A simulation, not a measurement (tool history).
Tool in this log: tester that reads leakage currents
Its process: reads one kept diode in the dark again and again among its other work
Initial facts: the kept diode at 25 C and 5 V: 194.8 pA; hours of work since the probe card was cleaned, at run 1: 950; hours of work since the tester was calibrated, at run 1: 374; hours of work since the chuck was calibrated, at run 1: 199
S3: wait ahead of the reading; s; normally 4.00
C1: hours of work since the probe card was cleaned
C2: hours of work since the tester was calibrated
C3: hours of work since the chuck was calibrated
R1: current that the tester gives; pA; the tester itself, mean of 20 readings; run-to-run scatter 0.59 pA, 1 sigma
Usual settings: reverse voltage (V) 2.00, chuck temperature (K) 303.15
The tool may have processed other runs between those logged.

Run 1, hour 0.0: usual settings; C1 950; C2 374; C3 199. Result: R1 192.41 pA.
Run 2, hour 62.1: usual settings; C1 998; C2 422; C3 247. Result: R1 191.54 pA.
Run 3, hour 106.1: usual settings; C1 1032; C2 456; C3 281. Result: R1 192.46 pA.
Run 4, hour 181.5: usual settings; C1 1091; C2 515; C3 340. Result: R1 190.42 pA.
Run 5, hour 222.0: usual settings; C1 1122; C2 546; C3 371. Result: R1 190.19 pA.
Run 6, hour 309.4: usual settings; C1 1190; C2 614; C3 439. Result: R1 189.01 pA.
Run 7, hour 378.7: usual settings; C1 1244; C2 668; C3 493. Result: R1 189.28 pA.
Run 8, hour 436.6: usual settings but S3 0.37 s; C1 1289; C2 713; C3 538. Result: R1 189.23 pA.
Run 9, hour 485.5: usual settings but S3 1.82 s; C1 1327; C2 751; C3 576. Result: R1 187.56 pA.
Run 10, hour 565.1: usual settings but reverse voltage (V) 4.01, chuck temperature (K) 329.15, S3 1.82 s; C1 1389; C2 813; C3 638. Result: R1 1503.11 pA.
Run 11, hour 616.0: usual settings but chuck temperature (K) 304.15; C1 1429; C2 853; C3 678. Result: R1 200.65 pA.
Run 12, hour 685.8: usual settings but reverse voltage (V) 1.52, chuck temperature (K) 307.15, S3 1.03 s; C1 1483; C2 907; C3 732. Result: R1 221.36 pA.
Run 13, hour 741.6: usual settings but reverse voltage (V) 1.46, S3 0.33 s; C1 1526; C2 950; C3 776. Result: R1 162.74 pA.
At hour 769.9: chuck's temperature calibrated.
Run 14, hour 813.8: usual settings but reverse voltage (V) 1.46, chuck temperature (K) 310.15, S3 0.33 s; C1 1581; C2 1005; C3 34. Result: R1 283.30 pA.
Run 15, hour 901.4: usual settings but reverse voltage (V) 1.46, chuck temperature (K) 310.15, S3 0.33 s; C1 1649; C2 1073; C3 102. Result: R1 281.97 pA.
Run 16, hour 958.1: usual settings but S3 1.01 s; C1 1693; C2 1117; C3 146. Result: R1 192.29 pA.
Run 17, hour 1045.6: usual settings but S3 1.01 s; C1 1761; C2 1185; C3 214. Result: R1 191.49 pA.

Here are 3 independent what-if runs from the current tool condition. What would each one return?
At hour 1111.2: probe card cleaned and baked.
Run A, hour 1123.0: usual settings but reverse voltage (V) 3.98, S3 1.01 s; C1 9; C2 1243; C3 272. Result: R1 ?.
At hour 1111.2: probe card cleaned and baked.
Run B, hour 1123.0: usual settings but reverse voltage (V) 2.91, S3 0.95 s; C1 9; C2 1243; C3 272. Result: R1 ?.
At hour 1111.2: probe card cleaned and baked.
Run C, hour 1123.0: usual settings but chuck temperature (K) 316.15, S3 1.01 s; C1 9; C2 1243; C3 272. Result: R1 ?.

run      R1
  A  251.38
  B  220.98
  C  479.13
With the hidden condition removed and each run's random variation left untouched, the same runs would have given:
run      R1
  A  259.54
  B  228.15
  C  493.74
